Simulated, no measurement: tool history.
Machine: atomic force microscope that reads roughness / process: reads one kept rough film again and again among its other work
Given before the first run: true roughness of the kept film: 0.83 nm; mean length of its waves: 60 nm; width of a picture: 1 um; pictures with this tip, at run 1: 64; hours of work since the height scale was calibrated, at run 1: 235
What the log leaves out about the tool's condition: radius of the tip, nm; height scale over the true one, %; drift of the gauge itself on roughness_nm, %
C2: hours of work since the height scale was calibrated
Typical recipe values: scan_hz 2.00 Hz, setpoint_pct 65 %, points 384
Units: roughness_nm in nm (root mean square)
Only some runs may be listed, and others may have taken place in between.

run 1 day=0.000 | scan_hz=2.00 setpoint_pct=65 points=384 | pictures_with_this_tip=64 C2=235 | roughness_nm=0.7994
run 2 day=0.562 | scan_hz=2.10 setpoint_pct=65 points=384 | pictures_with_this_tip=83 C2=240 | roughness_nm=0.7963
run 3 day=0.950 | scan_hz=1.36 setpoint_pct=65 points=384 | pictures_with_this_tip=96 C2=245 | roughness_nm=0.8060
run 4 day=1.867 | scan_hz=1.36 setpoint_pct=65 points=384 | pictures_with_this_tip=127 C2=254 | roughness_nm=0.8032
run 5 day=2.775 | scan_hz=1.36 setpoint_pct=65 points=384 | pictures_with_this_tip=158 C2=264 | roughness_nm=0.8026
run 6 day=3.558 | scan_hz=1.36 setpoint_pct=65 points=384 | pictures_with_this_tip=184 C2=272 | roughness_nm=0.8045
run 7 day=4.138 | scan_hz=3.62 setpoint_pct=65 points=384 | pictures_with_this_tip=204 C2=278 | roughness_nm=0.7768
run 8 day=4.921 | scan_hz=3.62 setpoint_pct=58 points=384 | pictures_with_this_tip=230 C2=286 | roughness_nm=0.7926
run 9 day=5.654 | scan_hz=3.62 setpoint_pct=58 points=384 | pictures_with_this_tip=254 C2=294 | roughness_nm=0.7919
run 10 day=6.425 | scan_hz=3.62 setpoint_pct=58 points=317 | pictures_with_this_tip=280 C2=302 | roughness_nm=0.7895
run 11 day=7.050 | scan_hz=2.00 setpoint_pct=88 points=384 | pictures_with_this_tip=301 C2=309 | roughness_nm=0.7415
-- day=7.538 new tip fitted
run 12 day=7.662 | scan_hz=2.00 setpoint_pct=88 points=384 | pictures_with_this_tip=4 C2=315 | roughness_nm=0.7465
run 13 day=8.371 | scan_hz=2.00 setpoint_pct=88 points=384 | pictures_with_this_tip=28 C2=323 | roughness_nm=0.7447
run 14 day=8.854 | scan_hz=2.00 setpoint_pct=65 points=616 | pictures_with_this_tip=44 C2=328 | roughness_nm=0.7985
run 15 day=9.292 | scan_hz=2.00 setpoint_pct=65 points=384 | pictures_with_this_tip=59 C2=332 | roughness_nm=0.7976
run 16 day=10.183 | scan_hz=2.00 setpoint_pct=65 points=384 | pictures_with_this_tip=89 C2=342 | roughness_nm=0.7953
run 17 day=10.896 | scan_hz=2.00 setpoint_pct=65 points=384 | pictures_with_this_tip=113 C2=349 | roughness_nm=0.7943
run 18 day=11.762 | scan_hz=2.00 setpoint_pct=65 points=416 | pictures_with_this_tip=142 C2=358 | roughness_nm=0.7982
run 19 day=12.342 | scan_hz=2.00 setpoint_pct=65 points=416 | pictures_with_this_tip=161 C2=364 | roughness_nm=0.7948
run 20 day=13.025 | scan_hz=2.45 setpoint_pct=65 points=258 | pictures_with_this_tip=184 C2=372 | roughness_nm=0.7872
run 21 day=13.525 | scan_hz=2.45 setpoint_pct=65 points=258 | pictures_with_this_tip=201 C2=377 | roughness_nm=0.7870
run 22 day=14.079 | scan_hz=2.45 setpoint_pct=87 points=572 | pictures_with_this_tip=220 C2=383 | roughness_nm=0.7328
run 23 day=14.788 | scan_hz=0.75 setpoint_pct=70 points=506 | pictures_with_this_tip=244 C2=390 | roughness_nm=0.8072
run 24 day=15.479 | scan_hz=0.78 setpoint_pct=65 points=677 | pictures_with_this_tip=267 C2=397 | roughness_nm=0.8096
run 25 day=16.125 | scan_hz=2.00 setpoint_pct=80 points=743 | pictures_with_this_tip=289 C2=404 | roughness_nm=0.7662
-- day=17.012 new tip fitted
run 26 day=17.012 | scan_hz=2.00 setpoint_pct=78 points=384 | pictures_with_this_tip=0 C2=413 | roughness_nm=0.7736
run 27 day=17.700 | scan_hz=2.00 setpoint_pct=78 points=384 | pictures_with_this_tip=23 C2=421 | roughness_nm=0.7740
run 28 day=18.425 | scan_hz=2.00 setpoint_pct=78 points=384 | pictures_with_this_tip=47 C2=428 | roughness_nm=0.7714
run 29 day=19.300 | scan_hz=2.00 setpoint_pct=77 points=515 | pictures_with_this_tip=77 C2=437 | roughness_nm=0.7767
run 30 day=19.938 | scan_hz=2.00 setpoint_pct=77 points=411 | pictures_with_this_tip=98 C2=444 | roughness_nm=0.7733
run 31 day=20.817 | scan_hz=1.55 setpoint_pct=62 points=740 | pictures_with_this_tip=128 C2=453 | roughness_nm=0.8053
run 32 day=21.479 | scan_hz=1.24 setpoint_pct=84 points=740 | pictures_with_this_tip=150 C2=460 | roughness_nm=0.7792
run 33 day=22.054 | scan_hz=2.00 setpoint_pct=87 points=384 | pictures_with_this_tip=169 C2=466 | roughness_nm=0.7460
run 34 day=22.908 | scan_hz=2.00 setpoint_pct=65 points=838 | pictures_with_this_tip=198 C2=475 | roughness_nm=0.7950
run 35 day=23.771 | scan_hz=2.00 setpoint_pct=65 points=891 | pictures_with_this_tip=227 C2=485 | roughness_nm=0.7944
run 36 day=24.667 | scan_hz=1.60 setpoint_pct=86 points=832 | pictures_with_this_tip=257 C2=494 | roughness_nm=0.7601
run 37 day=25.592 | scan_hz=1.21 setpoint_pct=83 points=816 | pictures_with_this_tip=288 C2=504 | roughness_nm=0.7795
run 38 day=26.200 | scan_hz=3.90 setpoint_pct=65 points=384 | pictures_with_this_tip=308 C2=510 | roughness_nm=0.7722

What if the next run were any one of these 4? Each begins from the tool's condition after run 38:
-- day=26.471 new tip fitted
run A day=26.992 | scan_hz=0.61 setpoint_pct=76 points=403 | pictures_with_this_tip=17 C2=518 | roughness_nm=?
-- day=26.471 new tip fitted
run B day=26.992 | scan_hz=3.90 setpoint_pct=78 points=384 | pictures_with_this_tip=17 C2=518 | roughness_nm=?
-- day=26.471 new tip fitted
run C day=26.992 | scan_hz=3.90 setpoint_pct=80 points=260 | pictures_with_this_tip=17 C2=518 | roughness_nm=?
-- day=26.471 new tip fitted
run D day=26.992 | scan_hz=1.71 setpoint_pct=69 points=488 | pictures_with_this_tip=17 C2=518 | roughness_nm=?

run=A roughness_nm=0.8056
run=B roughness_nm=0.7317
run=C roughness_nm=0.7199
run=D roughness_nm=0.7966
Take away the tool's hidden state, keep each run's random variation, and the runs would have read:
run=A roughness_nm=0.8092
run=B roughness_nm=0.7350
run=C roughness_nm=0.7232
run=D roughness_nm=0.8002

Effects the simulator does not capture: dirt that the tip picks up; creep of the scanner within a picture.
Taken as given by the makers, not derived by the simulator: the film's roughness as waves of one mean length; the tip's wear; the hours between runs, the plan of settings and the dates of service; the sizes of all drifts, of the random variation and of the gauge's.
